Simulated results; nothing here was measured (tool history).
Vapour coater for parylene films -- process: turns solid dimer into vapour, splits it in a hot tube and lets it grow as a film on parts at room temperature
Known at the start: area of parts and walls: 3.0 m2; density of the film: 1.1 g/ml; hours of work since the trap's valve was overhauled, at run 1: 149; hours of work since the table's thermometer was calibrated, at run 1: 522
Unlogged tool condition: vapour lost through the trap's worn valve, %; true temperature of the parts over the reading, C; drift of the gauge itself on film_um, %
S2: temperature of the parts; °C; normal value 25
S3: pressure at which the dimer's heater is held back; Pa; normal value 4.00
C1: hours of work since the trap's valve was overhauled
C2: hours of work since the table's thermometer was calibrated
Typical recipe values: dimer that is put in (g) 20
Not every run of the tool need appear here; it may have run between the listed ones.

Run 1, day 0.000: usual settings; C1 149; C2 522. Result: thickness of the film (nm) 3980.
Run 2, day 0.988: usual settings; C1 160; C2 533. Result: thickness of the film (nm) 3890.
Run 3, day 2.671: usual settings but S2 32 °C; C1 180; C2 553. Result: thickness of the film (nm) 2880.
Run 4, day 4.400: usual settings but S2 32 °C; C1 200; C2 573. Result: thickness of the film (nm) 2970.
Run 5, day 6.117: usual settings but S2 32 °C; C1 220; C2 593. Result: thickness of the film (nm) 2950.
Run 6, day 7.808: usual settings but S2 32 °C, S3 3.25 Pa; C1 239; C2 612. Result: thickness of the film (nm) 3030.
Run 7, day 9.142: usual settings but S2 32 °C, S3 3.25 Pa; C1 255; C2 628. Result: thickness of the film (nm) 3060.
Run 8, day 10.867: usual settings but S2 32 °C, S3 3.25 Pa; C1 275; C2 648. Result: thickness of the film (nm) 3030.
Run 9, day 12.925: usual settings but S2 32 °C, S3 3.25 Pa; C1 299; C2 672. Result: thickness of the film (nm) 3030.
Run 10, day 14.554: usual settings but S2 32 °C, S3 3.25 Pa; C1 318; C2 691. Result: thickness of the film (nm) 3040.
Run 11, day 16.117: usual settings but S2 19 °C, S3 3.25 Pa; C1 336; C2 709. Result: thickness of the film (nm) 5410.
Run 12, day 17.196: usual settings but S2 19 °C, S3 3.25 Pa; C1 348; C2 721. Result: thickness of the film (nm) 5380.
Run 13, day 18.621: usual settings but S2 19 °C, S3 3.25 Pa; C1 365; C2 738. Result: thickness of the film (nm) 5360.
Run 14, day 20.592: usual settings but dimer that is put in (g) 18, S2 29 °C, S3 7.13 Pa; C1 388; C2 761. Result: thickness of the film (nm) 2630.
Run 15, day 21.950: usual settings but dimer that is put in (g) 28, S2 21 °C, S3 5.09 Pa; C1 404; C2 777. Result: thickness of the film (nm) 6300.
Run 16, day 23.538: usual settings but dimer that is put in (g) 8, S2 21 °C, S3 8.28 Pa; C1 422; C2 795. Result: thickness of the film (nm) 1630.
Run 17, day 25.079: usual settings but S2 17 °C, S3 2.49 Pa; C1 440; C2 813. Result: thickness of the film (nm) 5930.
Run 18, day 26.662: usual settings but S2 17 °C, S3 2.49 Pa; C1 458; C2 831. Result: thickness of the film (nm) 5930.
Run 19, day 27.896: usual settings but S2 17 °C, S3 2.17 Pa; C1 473; C2 846. Result: thickness of the film (nm) 5870.
Run 20, day 28.921: usual settings but dimer that is put in (g) 26, S3 5.06 Pa; C1 484; C2 858. Result: thickness of the film (nm) 4880.
Run 21, day 30.442: usual settings but S2 22 °C, S3 2.36 Pa; C1 502; C2 875. Result: thickness of the film (nm) 5090.
Run 22, day 32.829: usual settings but S2 22 °C, S3 2.36 Pa; C1 530; C2 903. Result: thickness of the film (nm) 5040.
At day 33.996: trap's valve overhauled.
Run 23, day 33.996: usual settings but dimer that is put in (g) 9, S2 30 °C, S3 3.95 Pa; C1 0; C2 915. Result: thickness of the film (nm) 1410.

What if the next run were any one of these 5? Each begins from the tool's condition after run 23:
Run A, day 35.729: usual settings but S2 35 °C, S3 4.51 Pa; C1 20; C2 935. Result: thickness of the film (nm) ?.
Run B, day 35.729: usual settings but S2 35 °C, S3 9.61 Pa; C1 20; C2 935. Result: thickness of the film (nm) ?.
Run C, day 35.729: usual settings but S2 20 °C, S3 2.61 Pa; C1 20; C2 935. Result: thickness of the film (nm) ?.
Run D, day 35.729: usual settings but dimer that is put in (g) 9, S2 21 °C, S3 11.03 Pa; C1 20; C2 935. Result: thickness of the film (nm) ?.
Run E, day 35.729: usual settings but dimer that is put in (g) 9, S2 29 °C, S3 4.40 Pa; C1 20; C2 935. Result: thickness of the film (nm) ?.

run  thickness of the film (nm)
  A                        2560
  B                        2120
  C                        5380
  D                        1720
  E                        1460
Without the tool's unlogged condition, the same runs would have read:
run  thickness of the film (nm)
  A                        2570
  B                        2130
  C                        5400
  D                        1730
  E                        1470

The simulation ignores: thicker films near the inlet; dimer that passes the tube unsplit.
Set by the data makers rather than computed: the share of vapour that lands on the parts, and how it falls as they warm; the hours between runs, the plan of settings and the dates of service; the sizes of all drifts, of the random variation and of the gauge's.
